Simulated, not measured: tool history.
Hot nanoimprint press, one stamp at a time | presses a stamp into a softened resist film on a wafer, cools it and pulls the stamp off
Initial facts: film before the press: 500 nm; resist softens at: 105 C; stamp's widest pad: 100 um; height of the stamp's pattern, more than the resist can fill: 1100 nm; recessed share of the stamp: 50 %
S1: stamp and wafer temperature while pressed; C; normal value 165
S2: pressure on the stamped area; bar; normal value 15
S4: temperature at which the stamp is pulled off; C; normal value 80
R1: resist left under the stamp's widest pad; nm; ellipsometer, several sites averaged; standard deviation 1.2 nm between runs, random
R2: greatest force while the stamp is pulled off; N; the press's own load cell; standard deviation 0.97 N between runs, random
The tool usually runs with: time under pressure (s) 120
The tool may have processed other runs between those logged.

run 1 hour=0 | S1=165 S2=15 time_under_pressure_(s)=120 S4=80 | R1=195.3 R2=107.2
run 2 hour=52.4 | S1=165 S2=15 time_under_pressure_(s)=120 S4=80 | R1=197.9 R2=96.8
run 3 hour=94.6 | S1=165 S2=15 time_under_pressure_(s)=120 S4=80 | R1=199.9 R2=100.7
run 4 hour=119.4 | S1=165 S2=15 time_under_pressure_(s)=120 S4=80 | R1=202.1 R2=103.1
run 5 hour=156.9 | S1=160 S2=15 time_under_pressure_(s)=120 S4=80 | R1=264 R2=107.4
run 6 hour=190.9 | S1=160 S2=15 time_under_pressure_(s)=120 S4=80 | R1=268.9 R2=109.4
run 7 hour=239.2 | S1=160 S2=15 time_under_pressure_(s)=120 S4=80 | R1=270 R2=97.9
run 8 hour=266.7 | S1=165 S2=15 time_under_pressure_(s)=120 S4=74 | R1=205.5 R2=106.3
run 9 hour=298.1 | S1=165 S2=15 time_under_pressure_(s)=120 S4=74 | R1=207.6 R2=108.5
run 10 hour=318.8 | S1=165 S2=15 time_under_pressure_(s)=120 S4=87 | R1=207 R2=101.2
run 11 hour=352.5 | S1=165 S2=15 time_under_pressure_(s)=120 S4=87 | R1=210.4 R2=104.1
run 12 hour=373.9 | S1=165 S2=15 time_under_pressure_(s)=120 S4=71 | R1=210.3 R2=119.2
run 13 hour=410.8 | S1=165 S2=15 time_under_pressure_(s)=120 S4=71 | R1=210.3 R2=106.5
run 14 hour=460.9 | S1=165 S2=15 time_under_pressure_(s)=120 S4=71 | R1=183.7 R2=110
run 15 hour=484.7 | S1=165 S2=13.6 time_under_pressure_(s)=115 S4=80 | R1=197.6 R2=105.7
run 16 hour=507.6 | S1=165 S2=13.6 time_under_pressure_(s)=115 S4=80 | R1=197.8 R2=105
run 17 hour=553.7 | S1=168 S2=22.5 time_under_pressure_(s)=66 S4=88 | R1=163.7 R2=89.8
run 18 hour=574.3 | S1=160 S2=15 time_under_pressure_(s)=120 S4=80 | R1=247.4 R2=95.9
run 19 hour=603.7 | S1=154 S2=15 time_under_pressure_(s)=149 S4=80 | R1=317 R2=97.9
run 20 hour=641.9 | S1=165 S2=13.4 time_under_pressure_(s)=198 S4=80 | R1=164.3 R2=104.7
run 21 hour=667.3 | S1=165 S2=15 time_under_pressure_(s)=223 S4=66 | R1=150.6 R2=118.3
run 22 hour=692.7 | S1=165 S2=15 time_under_pressure_(s)=223 S4=66 | R1=153 R2=122.1
run 23 hour=731.2 | S1=165 S2=15 time_under_pressure_(s)=223 S4=66 | R1=154.4 R2=107.7
run 24 hour=770.2 | S1=158 S2=11.4 time_under_pressure_(s)=233 S4=67 | R1=258 R2=111.9
run 25 hour=803.7 | S1=173 S2=15 time_under_pressure_(s)=125 S4=80 | R1=124.8 R2=103.1
run 26 hour=840 | S1=173 S2=15 time_under_pressure_(s)=125 S4=80 | R1=124 R2=107
run 27 hour=875.2 | S1=173 S2=15 time_under_pressure_(s)=73 S4=80 | R1=156.4 R2=109.6
run 28 hour=901.8 | S1=173 S2=10.3 time_under_pressure_(s)=120 S4=80 | R1=158.1 R2=97.4

Removed from this log: 8 entries logged between the listed runs. Between which two listed runs does each belong, and how does the tool's hidden state at the listed run before it compare with that at the listed run after it?
From run 1 to run 2: stamp cleaned and given a new release coat (hour 37.3)
  true temperature over the reading, C: -0.83 -> -1; pressure that arrives at the usual setting, %: 98.4 -> 98.27; grip of the stamp's worn release coat, % over a new coat's: 12 -> 1.4
  measured minus no-state result, R1: +10.6 -> +12.5 nm; R2: +12.3 -> +2.2 N
From run 6 to run 7: stamp cleaned and given a new release coat (hour 206.1); press's hydraulic seals changed and the load cell set to zero (hour 214.1)
  true temperature over the reading, C: -1.5 -> -1.63; pressure that arrives at the usual setting, %: 97.91 -> 99.81; grip of the stamp's worn release coat, % over a new coat's: 14.1 -> 2.3
  measured minus no-state result, R1: +23.2 -> +22.9 nm; R2: +14.8 -> +3.6 N
From run 12 to run 13: stamp cleaned and given a new release coat (hour 382.4)
  true temperature over the reading, C: -2.11 -> -2.22; pressure that arrives at the usual setting, %: 99.46 -> 99.39; grip of the stamp's worn release coat, % over a new coat's: 14.6 -> 2.6
  measured minus no-state result, R1: +24.2 -> +25.5 nm; R2: +17.2 -> +4.7 N
From run 13 to run 14: plate thermocouple calibrated (hour 425.4)
  true temperature over the reading, C: -2.22 -> 0.26; pressure that arrives at the usual setting, %: 99.39 -> 99.27; grip of the stamp's worn release coat, % over a new coat's: 2.6 -> 6.9
  measured minus no-state result, R1: +25.5 -> -2.1 nm; R2: +4.7 -> +6.8 N
From run 16 to run 17: stamp cleaned and given a new release coat (hour 553.7)
  true temperature over the reading, C: 0.1 -> -0.04; pressure that arrives at the usual setting, %: 99.14 -> 99.04; grip of the stamp's worn release coat, % over a new coat's: 11.1 -> 0
  measured minus no-state result, R1: -0.3 -> +1.6 nm; R2: +10.5 -> +0.1 N
From run 22 to run 23: stamp cleaned and given a new release coat (hour 721)
  true temperature over the reading, C: -0.54 -> -0.65; pressure that arrives at the usual setting, %: 98.66 -> 98.57; grip of the stamp's worn release coat, % over a new coat's: 12.7 -> 0.9
  measured minus no-state result, R1: +5.9 -> +7.1 nm; R2: +14.3 -> +1.6 N
From run 27 to run 28: stamp cleaned and given a new release coat (hour 888.3)
  true temperature over the reading, C: -1.18 -> -1.25; pressure that arrives at the usual setting, %: 98.2 -> 98.15; grip of the stamp's worn release coat, % over a new coat's: 14.1 -> 1.2
  measured minus no-state result, R1: +11 -> +11.2 nm; R2: +14.7 -> +2.4 N

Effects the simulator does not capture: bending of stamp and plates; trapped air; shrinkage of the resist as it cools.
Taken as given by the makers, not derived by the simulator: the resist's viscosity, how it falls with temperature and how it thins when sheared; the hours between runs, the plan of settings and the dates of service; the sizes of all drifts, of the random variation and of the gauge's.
